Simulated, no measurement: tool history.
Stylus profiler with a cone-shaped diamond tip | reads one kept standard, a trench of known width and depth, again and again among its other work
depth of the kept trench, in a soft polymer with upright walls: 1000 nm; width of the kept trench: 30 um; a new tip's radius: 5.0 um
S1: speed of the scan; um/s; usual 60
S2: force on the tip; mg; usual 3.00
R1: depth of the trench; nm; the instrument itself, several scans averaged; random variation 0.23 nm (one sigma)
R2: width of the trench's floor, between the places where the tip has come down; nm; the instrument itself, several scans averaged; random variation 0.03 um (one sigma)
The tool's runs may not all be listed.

| run | hour | S1 | S2 | R1 | R2 |
|---|---|---|---|---|---|
| 1 | 0.0 | 60 | 3.00 | 1013.74 | 23140 |
| 2 | 26.5 | 60 | 3.00 | 1014.17 | 23100 |
| 3 | 39.4 | 60 | 3.00 | 1014.47 | 23060 |
| 4 | 57.9 | 60 | 3.00 | 1013.75 | 23110 |
| 5 | 75.8 | 124 | 3.00 | 1013.65 | 22870 |
| 6 | 89.6 | 15 | 3.00 | 1014.17 | 23050 |
| 7 | 111.2 | 15 | 3.00 | 1013.87 | 23060 |
| 8 | 129.6 | 193 | 3.00 | 1013.94 | 22580 |
| 9 | 150.2 | 193 | 3.00 | 1013.49 | 22510 |
| 10 | 169.6 | 193 | 3.00 | 1013.39 | 22550 |
| 11 | 188.8 | 193 | 3.00 | 1013.44 | 22460 |
| 12 | 207.1 | 20 | 6.93 | 1024.62 | 22830 |
| 13 | 233.1 | 144 | 8.42 | 1028.13 | 22580 |
| 14 | 256.9 | 40 | 3.98 | 1016.17 | 22700 |
| 15 | 273.9 | 40 | 3.98 | 1016.37 | 22650 |
| 16 | 294.8 | 21 | 1.46 | 1008.04 | 22590 |
| 17 | 307.0 | 60 | 5.81 | 1021.39 | 22550 |
| 18 | 318.8 | 214 | 6.48 | 1023.34 | 22260 |
| 19 | 337.0 | 85 | 1.47 | 1007.53 | 22350 |
| 20 | 361.3 | 26 | 1.21 | 1006.44 | 22460 |
| 21 | 381.5 | 26 | 1.21 | 1006.72 | 22450 |

3 ways to go on from here, each from the tool as it stands after run 21. What would each give?
| A | 403.1 | 176 | 1.21 | ? | ? |
| B | 403.1 | 138 | 1.21 | ? | ? |
| C | 403.1 | 60 | 1.51 | ? | ? |

| run | R1 | R2 |
|---|---|---|
| A | 1006.32 | 21900 |
| B | 1006.56 | 22000 |
| C | 1007.83 | 22310 |
Without the tool's hidden state the same runs would have given:
| run | R1 | R2 |
|---|---|---|
| A | 1007.68 | 23410 |
| B | 1007.92 | 23520 |
| C | 1009.19 | 23820 |

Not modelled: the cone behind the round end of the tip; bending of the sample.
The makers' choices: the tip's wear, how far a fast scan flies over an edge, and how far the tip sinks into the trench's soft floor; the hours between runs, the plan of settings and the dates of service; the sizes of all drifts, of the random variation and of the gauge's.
